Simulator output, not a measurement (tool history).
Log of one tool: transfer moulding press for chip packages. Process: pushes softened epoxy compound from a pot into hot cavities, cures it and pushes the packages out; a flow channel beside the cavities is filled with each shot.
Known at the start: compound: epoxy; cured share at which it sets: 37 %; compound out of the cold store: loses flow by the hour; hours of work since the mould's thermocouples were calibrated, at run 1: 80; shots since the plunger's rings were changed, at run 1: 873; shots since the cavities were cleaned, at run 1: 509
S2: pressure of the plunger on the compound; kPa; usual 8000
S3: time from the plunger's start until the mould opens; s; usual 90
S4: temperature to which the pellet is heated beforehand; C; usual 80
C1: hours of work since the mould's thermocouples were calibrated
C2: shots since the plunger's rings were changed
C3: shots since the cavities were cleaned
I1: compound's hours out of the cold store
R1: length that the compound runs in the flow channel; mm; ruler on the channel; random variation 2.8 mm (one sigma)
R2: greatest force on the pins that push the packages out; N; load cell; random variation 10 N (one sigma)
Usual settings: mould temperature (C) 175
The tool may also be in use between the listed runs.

{"run": 1, "day": 0.0, "mould temperature (C)": 175, "S2": 8000, "S3": 90, "S4": 80, "C1": 80, "C2": 873, "C3": 509, "I1": 46.3, "R1": 654, "R2": 481}
{"run": 2, "day": 0.242, "mould temperature (C)": 183, "S2": 8000, "S3": 90, "S4": 80, "C1": 85, "C2": 960, "C3": 596, "I1": 22.9, "R1": 682, "R2": 444}
{"run": 3, "day": 0.429, "mould temperature (C)": 181, "S2": 8000, "S3": 90, "S4": 80, "C1": 88, "C2": 1028, "C3": 664, "I1": 33.3, "R1": 669, "R2": 445}
{"run": 4, "day": 0.608, "mould temperature (C)": 173, "S2": 8000, "S3": 90, "S4": 80, "C1": 91, "C2": 1091, "C3": 727, "I1": 8.6, "R1": 758, "R2": 539}
{"day": 0.754, "done": "cavities cleaned with cleaning compound and waxed"}
{"run": 5, "day": 0.988, "mould temperature (C)": 175, "S2": 8000, "S3": 90, "S4": 80, "C1": 97, "C2": 1206, "C3": 84, "I1": 36.7, "R1": 675, "R2": 482}
{"run": 6, "day": 1.288, "mould temperature (C)": 175, "S2": 8000, "S3": 90, "S4": 80, "C1": 102, "C2": 1314, "C3": 192, "I1": 33.7, "R1": 689, "R2": 469}
{"run": 7, "day": 1.633, "mould temperature (C)": 175, "S2": 8000, "S3": 90, "S4": 80, "C1": 108, "C2": 1437, "C3": 315, "I1": 36.8, "R1": 675, "R2": 463}
{"run": 8, "day": 1.946, "mould temperature (C)": 175, "S2": 8000, "S3": 90, "S4": 80, "C1": 113, "C2": 1550, "C3": 428, "I1": 18.6, "R1": 719, "R2": 500}
{"run": 9, "day": 2.171, "mould temperature (C)": 175, "S2": 8000, "S3": 90, "S4": 80, "C1": 117, "C2": 1631, "C3": 509, "I1": 26.1, "R1": 700, "R2": 482}
{"run": 10, "day": 2.538, "mould temperature (C)": 175, "S2": 8410, "S3": 106, "S4": 74, "C1": 124, "C2": 1763, "C3": 641, "I1": 29.2, "R1": 710, "R2": 457}

5 ways to go on from here, each from the tool as it stands after run 10. What would each give?
{"day": 2.908, "done": "cavities cleaned with cleaning compound and waxed"}
{"run": "A", "day": 2.921, "mould temperature (C)": 171, "S2": 9500, "S3": 90, "S4": 80, "C1": 130, "C2": 1878, "C3": 4, "I1": 34.8, "R1": "?", "R2": "?"}
{"day": 2.908, "done": "cavities cleaned with cleaning compound and waxed"}
{"run": "B", "day": 2.921, "mould temperature (C)": 175, "S2": 7060, "S3": 106, "S4": 74, "C1": 130, "C2": 1878, "C3": 4, "I1": 31.4, "R1": "?", "R2": "?"}
{"day": 2.908, "done": "cavities cleaned with cleaning compound and waxed"}
{"run": "C", "day": 2.921, "mould temperature (C)": 170, "S2": 8000, "S3": 79, "S4": 79, "C1": 130, "C2": 1878, "C3": 4, "I1": 28.7, "R1": "?", "R2": "?"}
{"day": 2.908, "done": "cavities cleaned with cleaning compound and waxed"}
{"run": "D", "day": 2.921, "mould temperature (C)": 175, "S2": 8410, "S3": 122, "S4": 83, "C1": 130, "C2": 1878, "C3": 4, "I1": 37.5, "R1": "?", "R2": "?"}
{"day": 2.908, "done": "cavities cleaned with cleaning compound and waxed"}
{"run": "E", "day": 2.921, "mould temperature (C)": 171, "S2": 7080, "S3": 90, "S4": 73, "C1": 130, "C2": 1878, "C3": 4, "I1": 36.7, "R1": "?", "R2": "?"}

run=A R1=751 R2=575
run=B R1=648 R2=435
run=C R1=707 R2=790
run=D R1=691 R2=414
run=E R1=645 R2=548
Without the tool's hidden state the same runs would have given:
run=A R1=752 R2=575
run=B R1=649 R2=434
run=C R1=708 R2=789
run=D R1=691 R2=413
run=E R1=646 R2=547

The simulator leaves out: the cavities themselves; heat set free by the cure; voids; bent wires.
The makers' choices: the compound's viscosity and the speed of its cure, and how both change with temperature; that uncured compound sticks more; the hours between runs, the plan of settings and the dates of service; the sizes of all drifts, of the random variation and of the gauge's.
